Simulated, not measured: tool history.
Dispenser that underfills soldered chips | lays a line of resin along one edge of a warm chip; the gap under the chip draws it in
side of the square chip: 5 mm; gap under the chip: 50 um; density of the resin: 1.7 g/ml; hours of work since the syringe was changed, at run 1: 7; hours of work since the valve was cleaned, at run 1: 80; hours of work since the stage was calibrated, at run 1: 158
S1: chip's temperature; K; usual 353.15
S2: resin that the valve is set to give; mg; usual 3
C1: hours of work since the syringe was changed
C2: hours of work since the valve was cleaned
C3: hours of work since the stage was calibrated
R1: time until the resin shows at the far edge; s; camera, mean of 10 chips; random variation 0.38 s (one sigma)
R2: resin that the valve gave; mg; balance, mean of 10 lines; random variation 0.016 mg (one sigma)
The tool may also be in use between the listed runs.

| run | hour | S1 | S2 | C1 | C2 | C3 | R1 | R2 |
|---|---|---|---|---|---|---|---|---|
| 1 | 0 | 353.15 | 3 | 7 | 80 | 158 | 42 | 2.79 |
|  | 3.6 | new syringe of resin |
|  | 10.2 | dispensing valve cleaned and set on the balance |
| 2 | 11.8 | 353.15 | 2.95 | 5 | 1 | 165 | 34.8 | 2.95 |
| 3 | 17.5 | 353.15 | 2.81 | 8 | 5 | 168 | 47.9 | 2.79 |
|  | 18.6 | new syringe of resin |
| 4 | 24.4 | 353.15 | 2.81 | 4 | 9 | 173 | 32.7 | 2.79 |
|  | 32.5 | new syringe of resin |
| 5 | 36.7 | 353.15 | 2.81 | 3 | 17 | 180 | 28.5 | 2.79 |
|  | 46.2 | new syringe of resin |
| 6 | 47.7 | 353.15 | 2.81 | 1 | 24 | 187 | 25.4 | 2.73 |
| 7 | 54.1 | 353.15 | 2.81 | 5 | 28 | 191 | 36.7 | 2.72 |
|  | 59.7 | new syringe of resin |
| 8 | 64.3 | 345.15 | 3 | 3 | 34 | 198 | 41.3 | 2.88 |
|  | 73.7 | new syringe of resin |
| 9 | 73.7 | 345.15 | 3 | 0 | 40 | 204 | 32 | 2.86 |
| 10 | 81.1 | 345.15 | 3 | 5 | 45 | 208 | 48.5 | 2.92 |
|  | 87.6 | new syringe of resin |
| 11 | 93.5 | 345.15 | 3 | 4 | 52 | 216 | 44.4 | 2.85 |
|  | 101.4 | new syringe of resin |
| 12 | 101.5 | 360.15 | 3.56 | 0 | 57 | 221 | 16.2 | 3.37 |
| 13 | 108 | 353.15 | 2.57 | 4 | 61 | 225 | 34.9 | 2.41 |
|  | 115.9 | new syringe of resin |
| 14 | 117 | 353.15 | 2.57 | 1 | 67 | 231 | 26.1 | 2.39 |
| 15 | 125.4 | 343.15 | 3.07 | 6 | 72 | 236 | 61.2 | 2.86 |
|  | 129.4 | new syringe of resin |
| 16 | 136.7 | 354.15 | 2.73 | 5 | 80 | 243 | 33.8 | 2.53 |
|  | 142.9 | new syringe of resin |
|  | 147.9 | dispensing valve cleaned and set on the balance |
| 17 | 147.9 | 368.15 | 3.75 | 3 | 0 | 250 | 14.7 | 3.75 |
| 18 | 157 | 341.15 | 3.02 | 8 | 6 | 256 | 79.6 | 3.01 |
|  | 158 | new syringe of resin |
| 19 | 162.6 | 344.15 | 3.02 | 3 | 9 | 259 | 41.7 | 2.99 |

Forecast each of these 5 alternatives for the next run:
|  | 171.7 | new syringe of resin |
| A | 172.6 | 361.15 | 3.36 | 1 | 15 | 265 | ? | ? |
|  | 171.7 | new syringe of resin |
| B | 172.6 | 354.15 | 2.88 | 1 | 15 | 265 | ? | ? |
|  | 171.7 | new syringe of resin |
| C | 172.6 | 366.15 | 3.02 | 1 | 15 | 265 | ? | ? |
|  | 171.7 | new syringe of resin |
| D | 172.6 | 352.15 | 2.8 | 1 | 15 | 265 | ? | ? |
|  | 171.7 | new syringe of resin |
| E | 172.6 | 351.15 | 3.06 | 1 | 15 | 265 | ? | ? |

| run | R1 | R2 |
|---|---|---|
| A | 16.6 | 3.32 |
| B | 22.2 | 2.81 |
| C | 13.5 | 2.98 |
| D | 24.1 | 2.75 |
| E | 24.9 | 3.02 |
Without the tool's hidden state the same runs would have given:
| run | R1 | R2 |
|---|---|---|
| A | 17.3 | 3.36 |
| B | 23.2 | 2.85 |
| C | 14 | 3.02 |
| D | 25.1 | 2.79 |
| E | 26 | 3.06 |
